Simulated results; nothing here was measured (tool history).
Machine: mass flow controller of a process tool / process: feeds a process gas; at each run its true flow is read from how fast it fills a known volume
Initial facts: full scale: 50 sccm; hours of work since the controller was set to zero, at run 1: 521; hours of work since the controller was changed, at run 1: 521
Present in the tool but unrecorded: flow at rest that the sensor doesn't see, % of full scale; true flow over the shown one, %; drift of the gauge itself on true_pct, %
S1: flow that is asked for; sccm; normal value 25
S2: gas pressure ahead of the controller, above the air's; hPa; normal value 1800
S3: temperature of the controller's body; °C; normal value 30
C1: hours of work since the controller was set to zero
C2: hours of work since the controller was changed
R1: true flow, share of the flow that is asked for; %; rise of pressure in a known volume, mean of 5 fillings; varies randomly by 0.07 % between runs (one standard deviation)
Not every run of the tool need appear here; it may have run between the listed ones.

{"run": 1, "hour": 0.0, "S1": 25, "S2": 1800, "S3": 30, "C1": 521, "C2": 521, "R1": 98.88}
{"run": 2, "hour": 166.8, "S1": 25, "S2": 1800, "S3": 30, "C1": 637, "C2": 637, "R1": 98.86}
{"run": 3, "hour": 289.4, "S1": 25, "S2": 1800, "S3": 30, "C1": 722, "C2": 722, "R1": 98.77}
{"run": 4, "hour": 486.3, "S1": 25, "S2": 1800, "S3": 30, "C1": 860, "C2": 860, "R1": 98.85}
{"run": 5, "hour": 621.6, "S1": 17, "S2": 1800, "S3": 30, "C1": 954, "C2": 954, "R1": 98.02}
{"run": 6, "hour": 724.4, "S1": 17, "S2": 1800, "S3": 30, "C1": 1025, "C2": 1025, "R1": 97.9}
{"run": 7, "hour": 896.7, "S1": 17, "S2": 1800, "S3": 30, "C1": 1146, "C2": 1146, "R1": 97.8}
{"run": 8, "hour": 1007.7, "S1": 17, "S2": 1800, "S3": 30, "C1": 1223, "C2": 1223, "R1": 97.7}
{"run": 9, "hour": 1112.5, "S1": 17, "S2": 1800, "S3": 30, "C1": 1296, "C2": 1296, "R1": 97.66}
{"run": 10, "hour": 1222.4, "S1": 25, "S2": 1800, "S3": 30, "C1": 1373, "C2": 1373, "R1": 98.69}
{"run": 11, "hour": 1401.0, "S1": 25, "S2": 1800, "S3": 30, "C1": 1497, "C2": 1497, "R1": 98.58}
{"run": 12, "hour": 1555.6, "S1": 9, "S2": 1800, "S3": 30, "C1": 1605, "C2": 1605, "R1": 95.51}
{"run": 13, "hour": 1710.6, "S1": 9, "S2": 1800, "S3": 30, "C1": 1713, "C2": 1713, "R1": 95.41}
{"run": 14, "hour": 1862.2, "S1": 25, "S2": 1800, "S3": 29, "C1": 1819, "C2": 1819, "R1": 98.49}
{"run": 15, "hour": 2011.8, "S1": 25, "S2": 1800, "S3": 29, "C1": 1923, "C2": 1923, "R1": 98.34}
{"run": 16, "hour": 2201.6, "S1": 13, "S2": 1800, "S3": 30, "C1": 2055, "C2": 2055, "R1": 96.26}
{"run": 17, "hour": 2312.8, "S1": 25, "S2": 1800, "S3": 26, "C1": 2133, "C2": 2133, "R1": 98.18}
{"run": 18, "hour": 2504.0, "S1": 25, "S2": 1800, "S3": 26, "C1": 2266, "C2": 2266, "R1": 98.06}
{"run": 19, "hour": 2650.7, "S1": 25, "S2": 1800, "S3": 26, "C1": 2368, "C2": 2368, "R1": 97.94}
{"run": 20, "hour": 2753.6, "S1": 22, "S2": 1800, "S3": 30, "C1": 2440, "C2": 2440, "R1": 97.93}
{"run": 21, "hour": 2894.6, "S1": 22, "S2": 1800, "S3": 30, "C1": 2538, "C2": 2538, "R1": 97.91}
{"run": 22, "hour": 2992.9, "S1": 22, "S2": 1800, "S3": 30, "C1": 2607, "C2": 2607, "R1": 97.79}
{"run": 23, "hour": 3131.4, "S1": 25, "S2": 1800, "S3": 30, "C1": 2703, "C2": 2703, "R1": 98.14}
{"run": 24, "hour": 3287.5, "S1": 25, "S2": 1800, "S3": 30, "C1": 2812, "C2": 2812, "R1": 98.13}
{"run": 25, "hour": 3408.3, "S1": 6, "S2": 2120, "S3": 22, "C1": 2896, "C2": 2896, "R1": 89.68}
{"run": 26, "hour": 3497.9, "S1": 6, "S2": 2120, "S3": 22, "C1": 2959, "C2": 2959, "R1": 89.59}
{"run": 27, "hour": 3580.7, "S1": 6, "S2": 2280, "S3": 30, "C1": 3016, "C2": 3016, "R1": 89.98}
{"run": 28, "hour": 3745.6, "S1": 40, "S2": 2480, "S3": 31, "C1": 3131, "C2": 3131, "R1": 99.61}
{"run": 29, "hour": 3889.7, "S1": 40, "S2": 2610, "S3": 35, "C1": 3232, "C2": 3232, "R1": 99.72}
{"run": 30, "hour": 4059.0, "S1": 25, "S2": 1800, "S3": 20, "C1": 3350, "C2": 3350, "R1": 97.3}
{"run": 31, "hour": 4217.6, "S1": 20, "S2": 1960, "S3": 33, "C1": 3460, "C2": 3460, "R1": 97.33}
{"run": 32, "hour": 4411.1, "S1": 25, "S2": 1800, "S3": 26, "C1": 3595, "C2": 3595, "R1": 97.66}
{"run": 33, "hour": 4533.6, "S1": 25, "S2": 1800, "S3": 26, "C1": 3680, "C2": 3680, "R1": 97.56}
{"run": 34, "hour": 4632.5, "S1": 48, "S2": 2520, "S3": 30, "C1": 3749, "C2": 3749, "R1": 100.1}
{"run": 35, "hour": 4835.4, "S1": 11, "S2": 2520, "S3": 30, "C1": 3891, "C2": 3891, "R1": 93.05}
{"run": 36, "hour": 4931.1, "S1": 38, "S2": 1800, "S3": 29, "C1": 3958, "C2": 3958, "R1": 99.4}
{"run": 37, "hour": 5097.3, "S1": 9, "S2": 1800, "S3": 29, "C1": 4073, "C2": 4073, "R1": 91.72}
{"hour": 5137.3, "done": "controller's zero set anew"}
{"run": 38, "hour": 5255.9, "S1": 25, "S2": 1470, "S3": 25, "C1": 83, "C2": 4184, "R1": 100.36}
{"run": 39, "hour": 5350.1, "S1": 25, "S2": 1880, "S3": 32, "C1": 148, "C2": 4249, "R1": 100.74}
{"run": 40, "hour": 5463.8, "S1": 25, "S2": 2690, "S3": 30, "C1": 228, "C2": 4328, "R1": 100.11}
{"run": 41, "hour": 5632.2, "S1": 40, "S2": 2600, "S3": 37, "C1": 345, "C2": 4446, "R1": 101.5}
{"run": 42, "hour": 5763.7, "S1": 25, "S2": 2290, "S3": 30, "C1": 437, "C2": 4538, "R1": 100.09}
{"run": 43, "hour": 5857.8, "S1": 12, "S2": 2540, "S3": 28, "C1": 502, "C2": 4603, "R1": 98.64}
{"run": 44, "hour": 5945.9, "S1": 9, "S2": 1480, "S3": 30, "C1": 564, "C2": 4665, "R1": 98.96}
{"run": 45, "hour": 6138.7, "S1": 34, "S2": 1800, "S3": 24, "C1": 698, "C2": 4799, "R1": 100.73}
{"run": 46, "hour": 6270.3, "S1": 20, "S2": 1730, "S3": 20, "C1": 790, "C2": 4891, "R1": 99.38}
{"run": 47, "hour": 6400.6, "S1": 12, "S2": 2380, "S3": 38, "C1": 881, "C2": 4981, "R1": 99.18}
{"run": 48, "hour": 6603.6, "S1": 6, "S2": 2450, "S3": 38, "C1": 1022, "C2": 5123, "R1": 97.07}

3 options for the next run, each taken on its own from the tool as it stands now. Forecast them:
{"run": "A", "hour": 6789.7, "S1": 25, "S2": 1650, "S3": 30, "C1": 1152, "C2": 5253, "R1": "?"}
{"run": "B", "hour": 6789.7, "S1": 15, "S2": 1800, "S3": 33, "C1": 1152, "C2": 5253, "R1": "?"}
{"run": "C", "hour": 6789.7, "S1": 9, "S2": 2800, "S3": 38, "C1": 1152, "C2": 5253, "R1": "?"}

run=A R1=100.33
run=B R1=99.33
run=C R1=97.87
Stripped of hidden state, with their random variation kept, the same runs would have yielded:
run=A R1=99.04
run=B R1=98.61
run=C R1=98.1
